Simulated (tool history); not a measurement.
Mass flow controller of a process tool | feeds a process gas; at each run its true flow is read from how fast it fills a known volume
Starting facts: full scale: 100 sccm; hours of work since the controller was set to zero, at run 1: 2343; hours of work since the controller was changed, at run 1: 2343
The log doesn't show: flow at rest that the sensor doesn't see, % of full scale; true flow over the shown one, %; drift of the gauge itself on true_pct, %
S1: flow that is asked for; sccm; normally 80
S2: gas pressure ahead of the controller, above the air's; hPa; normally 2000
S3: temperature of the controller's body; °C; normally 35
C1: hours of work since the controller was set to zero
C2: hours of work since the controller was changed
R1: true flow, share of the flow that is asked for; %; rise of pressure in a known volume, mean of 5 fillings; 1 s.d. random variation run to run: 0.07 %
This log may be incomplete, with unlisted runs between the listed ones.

Run 1, hour 0.0: usual settings; C1 2343; C2 2343. Result: R1 99.02 %.
Run 2, hour 89.0: usual settings; C1 2395; C2 2395. Result: R1 98.98 %.
Run 3, hour 188.6: usual settings; C1 2454; C2 2454. Result: R1 98.91 %.
Run 4, hour 286.6: usual settings but S3 20 °C; C1 2511; C2 2511. Result: R1 99.35 %.
Run 5, hour 385.1: usual settings but S3 20 °C; C1 2569; C2 2569. Result: R1 99.29 %.
Run 6, hour 473.6: usual settings but S3 20 °C; C1 2621; C2 2621. Result: R1 99.16 %.
Run 7, hour 520.1: usual settings but S3 20 °C; C1 2648; C2 2648. Result: R1 99.04 %.
Run 8, hour 597.3: usual settings but S3 37 °C; C1 2693; C2 2693. Result: R1 98.47 %.
Run 9, hour 658.8: usual settings but S3 29 °C; C1 2729; C2 2729. Result: R1 98.77 %.
Run 10, hour 737.0: usual settings but S3 29 °C; C1 2775; C2 2775. Result: R1 98.75 %.
Run 11, hour 839.8: usual settings but S3 29 °C; C1 2835; C2 2835. Result: R1 98.57 %.
Run 12, hour 947.0: usual settings but S3 29 °C; C1 2898; C2 2898. Result: R1 98.61 %.
Run 13, hour 1040.9: usual settings but S3 30 °C; C1 2953; C2 2953. Result: R1 98.49 %.
Run 14, hour 1085.9: usual settings but S3 30 °C; C1 2980; C2 2980. Result: R1 98.42 %.
Run 15, hour 1163.6: usual settings but S2 2440 hPa, S3 30 °C; C1 3025; C2 3025. Result: R1 98.52 %.
Run 16, hour 1271.4: usual settings but S2 2440 hPa, S3 30 °C; C1 3088; C2 3088. Result: R1 98.48 %.
Run 17, hour 1353.0: usual settings but S2 2440 hPa, S3 30 °C; C1 3136; C2 3136. Result: R1 98.51 %.
Run 18, hour 1463.2: usual settings; C1 3201; C2 3201. Result: R1 98.08 %.
Run 19, hour 1536.3: usual settings; C1 3244; C2 3244. Result: R1 97.92 %.
Run 20, hour 1597.7: usual settings; C1 3280; C2 3280. Result: R1 97.89 %.
Run 21, hour 1670.4: usual settings; C1 3322; C2 3322. Result: R1 97.95 %.
Run 22, hour 1774.8: usual settings but S1 88 sccm; C1 3383; C2 3383. Result: R1 98.05 %.
Run 23, hour 1836.5: usual settings but S1 88 sccm; C1 3420; C2 3420. Result: R1 98.08 %.
Run 24, hour 1913.6: usual settings but S1 91 sccm, S2 1560 hPa; C1 3465; C2 3465. Result: R1 97.84 %.
Run 25, hour 2012.6: usual settings but S1 28 sccm, S2 1440 hPa, S3 22 °C; C1 3523; C2 3523. Result: R1 96.31 %.
Run 26, hour 2110.5: usual settings but S1 28 sccm, S2 1440 hPa, S3 22 °C; C1 3580; C2 3580. Result: R1 96.14 %.
Run 27, hour 2212.5: usual settings but S1 19 sccm, S3 39 °C; C1 3640; C2 3640. Result: R1 95.38 %.
Run 28, hour 2278.1: usual settings but S1 47 sccm, S2 1960 hPa, S3 36 °C; C1 3678; C2 3678. Result: R1 96.41 %.
Run 29, hour 2333.0: usual settings but S1 47 sccm, S2 1960 hPa, S3 36 °C; C1 3711; C2 3711. Result: R1 96.30 %.
Run 30, hour 2417.9: usual settings but S1 26 sccm, S2 1760 hPa, S3 26 °C; C1 3760; C2 3760. Result: R1 95.92 %.
Run 31, hour 2465.0: usual settings but S1 26 sccm, S2 1760 hPa, S3 26 °C; C1 3788; C2 3788. Result: R1 95.90 %.
At hour 2519.5: gauge calibrated.
Run 32, hour 2569.1: usual settings but S1 26 sccm, S2 1810 hPa, S3 28 °C; C1 3849; C2 3849. Result: R1 97.36 %.
Run 33, hour 2675.7: usual settings but S2 2390 hPa, S3 29 °C; C1 3912; C2 3912. Result: R1 99.22 %.
Run 34, hour 2742.9: usual settings but S1 15 sccm, S2 1780 hPa, S3 30 °C; C1 3951; C2 3951. Result: R1 96.79 %.
Run 35, hour 2813.0: usual settings but S1 11 sccm, S2 1470 hPa, S3 29 °C; C1 3992; C2 3992. Result: R1 96.64 %.
Run 36, hour 2896.6: usual settings but S1 11 sccm, S2 1470 hPa, S3 29 °C; C1 4041; C2 4041. Result: R1 96.43 %.
Run 37, hour 2999.8: usual settings but S1 10 sccm, S2 1500 hPa, S3 24 °C; C1 4101; C2 4101. Result: R1 96.59 %.
Run 38, hour 3046.3: usual settings but S1 65 sccm, S2 1500 hPa, S3 31 °C; C1 4129; C2 4129. Result: R1 98.14 %.
Run 39, hour 3132.9: usual settings but S1 15 sccm, S2 1770 hPa, S3 20 °C; C1 4180; C2 4180. Result: R1 97.02 %.
Run 40, hour 3202.5: usual settings but S1 39 sccm, S2 2380 hPa, S3 24 °C; C1 4220; C2 4220. Result: R1 97.62 %.
Run 41, hour 3279.4: usual settings but S1 39 sccm, S2 2380 hPa, S3 24 °C; C1 4265; C2 4265. Result: R1 97.63 %.
Run 42, hour 3353.5: usual settings but S2 1470 hPa, S3 26 °C; C1 4309; C2 4309. Result: R1 98.51 %.
Run 43, hour 3461.8: usual settings but S1 44 sccm, S2 1910 hPa, S3 25 °C; C1 4372; C2 4372. Result: R1 97.47 %.
Run 44, hour 3515.9: usual settings but S1 76 sccm, S2 1460 hPa; C1 4404; C2 4404. Result: R1 97.90 %.
Run 45, hour 3562.5: usual settings but S1 76 sccm, S2 1460 hPa; C1 4431; C2 4431. Result: R1 97.95 %.
Run 46, hour 3660.3: usual settings but S1 93 sccm, S2 1750 hPa, S3 24 °C; C1 4489; C2 4489. Result: R1 98.79 %.

Each row is a separate what-if for the run after 46, all from the same tool condition, not one after another. Results?
Run A, hour 3760.3: usual settings but S1 41 sccm, S3 32 °C; C1 4547; C2 4547. Result: R1 ?.
Run B, hour 3760.3: usual settings but S1 93 sccm, S2 1750 hPa, S3 21 °C; C1 4547; C2 4547. Result: R1 ?.
Run C, hour 3760.3: usual settings but S1 28 sccm, S3 37 °C; C1 4547; C2 4547. Result: R1 ?.

run     R1
  A  97.01
  B  98.98
  C  96.38
Take away the tool's hidden state, keep each run's random variation, and the runs would have read:
run     R1
  A  97.83
  B  99.81
  C  97.19
